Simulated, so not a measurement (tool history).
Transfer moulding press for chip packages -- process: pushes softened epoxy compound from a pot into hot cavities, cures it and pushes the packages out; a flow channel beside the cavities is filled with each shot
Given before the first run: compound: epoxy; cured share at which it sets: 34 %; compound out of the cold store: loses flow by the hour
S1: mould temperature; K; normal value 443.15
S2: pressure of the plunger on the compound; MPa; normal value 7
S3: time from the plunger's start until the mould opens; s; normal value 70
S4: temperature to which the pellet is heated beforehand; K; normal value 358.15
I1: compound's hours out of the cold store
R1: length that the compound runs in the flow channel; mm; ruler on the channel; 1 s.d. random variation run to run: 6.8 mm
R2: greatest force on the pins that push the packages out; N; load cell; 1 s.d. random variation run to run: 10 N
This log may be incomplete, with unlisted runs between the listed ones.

run    hour      S1    S2   S3      S4    I1   R1    R2
  1       0  443.15     7   70  358.15  45.3  778   710
       15.4  -- cavities cleaned with cleaning compound and waxed
         49  -- cavities cleaned with cleaning compound and waxed
  2    52.8  447.15     7   70  358.15  16.5  839   430
       83.3  -- cavities cleaned with cleaning compound and waxed
         90  -- plunger's sealing rings changed
      116.6  -- cavities cleaned with cleaning compound and waxed
      147.9  -- cavities cleaned with cleaning compound and waxed
  3   152.9  443.15     7   70  358.15    31  835   558
      178.6  -- cavities cleaned with cleaning compound and waxed
      211.8  -- cavities cleaned with cleaning compound and waxed
  4   234.4  443.15     7   70  358.15  34.8  811   785
      243.2  -- cavities cleaned with cleaning compound and waxed
      276.8  -- cavities cleaned with cleaning compound and waxed
        312  -- cavities cleaned with cleaning compound and waxed
  5   329.6  443.15     7   70  358.15  25.2  804   755
      338.1  -- plunger's sealing rings changed
      346.7  -- cavities cleaned with cleaning compound and waxed
      384.4  -- cavities cleaned with cleaning compound and waxed
        415  -- cavities cleaned with cleaning compound and waxed
  6   438.2  443.15     7   70  358.15  10.1  884   856
        447  -- cavities cleaned with cleaning compound and waxed
      472.8  -- mould's thermocouples calibrated
      481.6  -- cavities cleaned with cleaning compound and waxed
  7   488.8  443.15     7   70  358.15  32.2  828   600
      517.5  -- cavities cleaned with cleaning compound and waxed
      550.8  -- cavities cleaned with cleaning compound and waxed
  8   553.7  443.15     7   70  358.15  43.5  781   482
      587.8  -- plunger's sealing rings changed
      589.3  -- cavities cleaned with cleaning compound and waxed
      622.3  -- cavities cleaned with cleaning compound and waxed
  9   630.6  443.15     7   70  358.15  29.4  856   590
      657.5  -- cavities cleaned with cleaning compound and waxed
 10   674.8  443.15     7   70  358.15  38.9  815   696
        694  -- cavities cleaned with cleaning compound and waxed
      726.6  -- cavities cleaned with cleaning compound and waxed
      763.8  -- cavities cleaned with cleaning compound and waxed
 11     774  443.15     7   85  358.15  30.9  822   457
      799.2  -- cavities cleaned with cleaning compound and waxed
      833.1  -- plunger's sealing rings changed
      834.6  -- cavities cleaned with cleaning compound and waxed
 12   834.6  448.15  5.89  103  368.15   9.8  806   320
      868.5  -- cavities cleaned with cleaning compound and waxed
      901.7  -- cavities cleaned with cleaning compound and waxed
 13   920.7  440.15  8.73   66  349.15  15.7  981  1076
      936.6  -- cavities cleaned with cleaning compound and waxed
      968.5  -- cavities cleaned with cleaning compound and waxed
      977.4  -- mould's thermocouples calibrated
 14   997.5  451.15  6.15   92  349.15  35.6  746   510
     1006.3  -- cavities cleaned with cleaning compound and waxed
     1040.8  -- cavities cleaned with cleaning compound and waxed
 15  1051.5  443.15  6.47   82  358.15    28  785   468
     1060.7  -- mould's thermocouples calibrated, once more
     1081.4  -- plunger's sealing rings changed
     1082.9  -- cavities cleaned with cleaning compound and waxed
 16  1110.6  438.15     7   70  366.15  19.9  887  1204
     1119.4  -- cavities cleaned with cleaning compound and waxed
     1154.3  -- cavities cleaned with cleaning compound and waxed
     1187.5  -- cavities cleaned with cleaning compound and waxed
 17  1190.6  443.15     7   99  358.15  18.5  863   346
     1218.5  -- cavities cleaned with cleaning compound and waxed
     1252.3  -- cavities cleaned with cleaning compound and waxed
 18  1252.3  439.15  7.01   70  348.15  28.7  825   657
     1283.6  -- cavities cleaned with cleaning compound and waxed
 19  1305.6  439.15  7.01   70  348.15    40  781  1043
     1314.2  -- cavities cleaned with cleaning compound and waxed
     1331.2  -- plunger's sealing rings changed
     1347.9  -- cavities cleaned with cleaning compound and waxed
 20  1368.8  439.15  7.01   70  348.15  12.4  891  1142
     1381.3  -- cavities cleaned with cleaning compound and waxed
     1414.7  -- cavities cleaned with cleaning compound and waxed
     1448.2  -- cavities cleaned with cleaning compound and waxed
 21  1467.2  439.15  7.01   70  348.15  23.2  846  1026
     1480.6  -- cavities cleaned with cleaning compound and waxed
     1514.2  -- cavities cleaned with cleaning compound and waxed
 22  1542.1  443.15  5.77  101  358.15  30.4  734   546

Below are 4 alternative next runs, each starting from the tool's condition after run 22. Predict each:
     1548.9  -- cavities cleaned with cleaning compound and waxed
     1565.3  -- mould's thermocouples calibrated
     1580.8  -- plunger's sealing rings changed
     1589.6  -- cavities cleaned with cleaning compound and waxed
     1620.2  -- cavities cleaned with cleaning compound and waxed
  A  1643.9  443.15     7   70  355.15  36.3   ?   ?
     1548.9  -- cavities cleaned with cleaning compound and waxed
     1565.3  -- mould's thermocouples calibrated
     1580.8  -- plunger's sealing rings changed
     1589.6  -- cavities cleaned with cleaning compound and waxed
     1620.2  -- cavities cleaned with cleaning compound and waxed
  B  1643.9  444.15  5.35   55  358.15  41.6   ?   ?
     1548.9  -- cavities cleaned with cleaning compound and waxed
     1565.3  -- mould's thermocouples calibrated
     1580.8  -- plunger's sealing rings changed
     1589.6  -- cavities cleaned with cleaning compound and waxed
     1620.2  -- cavities cleaned with cleaning compound and waxed
  C  1643.9  443.15  5.77  101  351.15    10   ?   ?
     1548.9  -- cavities cleaned with cleaning compound and waxed
     1565.3  -- mould's thermocouples calibrated
     1580.8  -- plunger's sealing rings changed
     1589.6  -- cavities cleaned with cleaning compound and waxed
     1620.2  -- cavities cleaned with cleaning compound and waxed
  D  1643.9  443.15  7.77   93  360.15   8.1   ?   ?

run   R1    R2
  A  826   822
  B  720  1343
  C  804   493
  D  939   518
Stripped of hidden state, with their random variation kept, the same runs would have yielded:
run   R1   R2
  A  843  486
  B  735  796
  C  821  292
  D  958  308

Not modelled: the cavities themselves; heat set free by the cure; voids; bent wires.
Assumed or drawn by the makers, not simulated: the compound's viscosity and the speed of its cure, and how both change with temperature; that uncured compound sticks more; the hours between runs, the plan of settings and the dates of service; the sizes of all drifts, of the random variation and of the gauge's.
